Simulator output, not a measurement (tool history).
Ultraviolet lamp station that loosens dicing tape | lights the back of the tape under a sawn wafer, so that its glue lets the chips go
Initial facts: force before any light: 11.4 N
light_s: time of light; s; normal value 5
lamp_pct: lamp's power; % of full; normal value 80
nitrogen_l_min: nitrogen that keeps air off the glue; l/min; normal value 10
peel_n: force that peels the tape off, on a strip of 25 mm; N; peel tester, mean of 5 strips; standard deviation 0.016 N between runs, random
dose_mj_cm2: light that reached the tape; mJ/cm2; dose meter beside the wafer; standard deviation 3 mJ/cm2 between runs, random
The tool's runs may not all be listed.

Run 1, hour 0.0: usual settings. Result: peel_n 0.963 N, dose_mj_cm2 429 mJ/cm2.
Run 2, hour 29.0: usual settings. Result: peel_n 0.941 N, dose_mj_cm2 424 mJ/cm2.
Run 3, hour 61.7: usual settings. Result: peel_n 0.979 N, dose_mj_cm2 418 mJ/cm2.
Run 4, hour 83.2: usual settings. Result: peel_n 0.962 N, dose_mj_cm2 414 mJ/cm2.
Run 5, hour 125.9: usual settings. Result: peel_n 1.013 N, dose_mj_cm2 401 mJ/cm2.
Run 6, hour 154.7: usual settings. Result: peel_n 1.021 N, dose_mj_cm2 405 mJ/cm2.
Run 7, hour 186.8: usual settings. Result: peel_n 1.043 N, dose_mj_cm2 399 mJ/cm2.
Run 8, hour 222.1: usual settings. Result: peel_n 1.042 N, dose_mj_cm2 395 mJ/cm2.
Run 9, hour 265.6: usual settings but nitrogen_l_min 6 l/min. Result: peel_n 1.775 N, dose_mj_cm2 388 mJ/cm2.
Run 10, hour 308.6: usual settings but nitrogen_l_min 6 l/min. Result: peel_n 1.763 N, dose_mj_cm2 385 mJ/cm2.
Run 11, hour 360.9: usual settings but nitrogen_l_min 6 l/min. Result: peel_n 1.827 N, dose_mj_cm2 378 mJ/cm2.
Run 12, hour 409.0: usual settings but nitrogen_l_min 7 l/min. Result: peel_n 1.660 N, dose_mj_cm2 374 mJ/cm2.
Run 13, hour 442.6: usual settings but nitrogen_l_min 7 l/min. Result: peel_n 1.693 N, dose_mj_cm2 369 mJ/cm2.
Run 14, hour 487.1: usual settings but light_s 6 s, lamp_pct 98 % of full, nitrogen_l_min 19 l/min. Result: peel_n 0.205 N, dose_mj_cm2 612 mJ/cm2.
Run 15, hour 522.2: usual settings but light_s 6 s, nitrogen_l_min 16 l/min. Result: peel_n 0.434 N, dose_mj_cm2 492 mJ/cm2.
Run 16, hour 565.6: usual settings but light_s 4 s, lamp_pct 86 % of full, nitrogen_l_min 8 l/min. Result: peel_n 1.759 N, dose_mj_cm2 344 mJ/cm2.
Run 17, hour 615.5: usual settings but light_s 6 s, lamp_pct 86 % of full, nitrogen_l_min 8 l/min. Result: peel_n 0.711 N, dose_mj_cm2 514 mJ/cm2.
Run 18, hour 667.4: usual settings but lamp_pct 87 % of full, nitrogen_l_min 8 l/min. Result: peel_n 1.151 N, dose_mj_cm2 422 mJ/cm2.
Run 19, hour 701.1: usual settings but light_s 7 s, lamp_pct 71 % of full. Result: peel_n 0.689 N, dose_mj_cm2 481 mJ/cm2.
Run 20, hour 739.4: usual settings but lamp_pct 73 % of full, nitrogen_l_min 14 l/min. Result: peel_n 1.097 N, dose_mj_cm2 343 mJ/cm2.
Run 21, hour 768.6: usual settings but light_s 4 s, lamp_pct 83 % of full, nitrogen_l_min 12 l/min. Result: peel_n 1.546 N, dose_mj_cm2 311 mJ/cm2.
Run 22, hour 796.4: usual settings but light_s 4 s, lamp_pct 83 % of full, nitrogen_l_min 12 l/min. Result: peel_n 1.627 N, dose_mj_cm2 310 mJ/cm2.
Run 23, hour 833.8: usual settings but light_s 4 s, lamp_pct 83 % of full, nitrogen_l_min 12 l/min. Result: peel_n 1.565 N, dose_mj_cm2 305 mJ/cm2.
Run 24, hour 859.2: usual settings but light_s 4 s, lamp_pct 83 % of full, nitrogen_l_min 12 l/min. Result: peel_n 1.538 N, dose_mj_cm2 298 mJ/cm2.
Run 25, hour 892.4: usual settings but lamp_pct 79 % of full, nitrogen_l_min 6 l/min. Result: peel_n 2.026 N, dose_mj_cm2 356 mJ/cm2.
Run 26, hour 930.6: usual settings but light_s 2 s, lamp_pct 87 % of full, nitrogen_l_min 4 l/min. Result: peel_n 6.036 N, dose_mj_cm2 154 mJ/cm2.

Missing from the log above: 1 entry noted between runs. For each, name the pair of listed runs it sits between and say how the tool's hidden condition differs from the listed run just before to the listed run just after:
From run 13 to run 14: window cleaned of glue's vapour (hour 474.1)
  lamp's light, % of a new lamp's: 91.1 -> 90.7; light that the window lets through, % of a clean one's: 88.8 -> 99.6
  the result without the hidden state subtracted from the measured one, peel_n: +0.585 -> +0.040 N; dose_mj_cm2: -87 -> -65 mJ/cm2

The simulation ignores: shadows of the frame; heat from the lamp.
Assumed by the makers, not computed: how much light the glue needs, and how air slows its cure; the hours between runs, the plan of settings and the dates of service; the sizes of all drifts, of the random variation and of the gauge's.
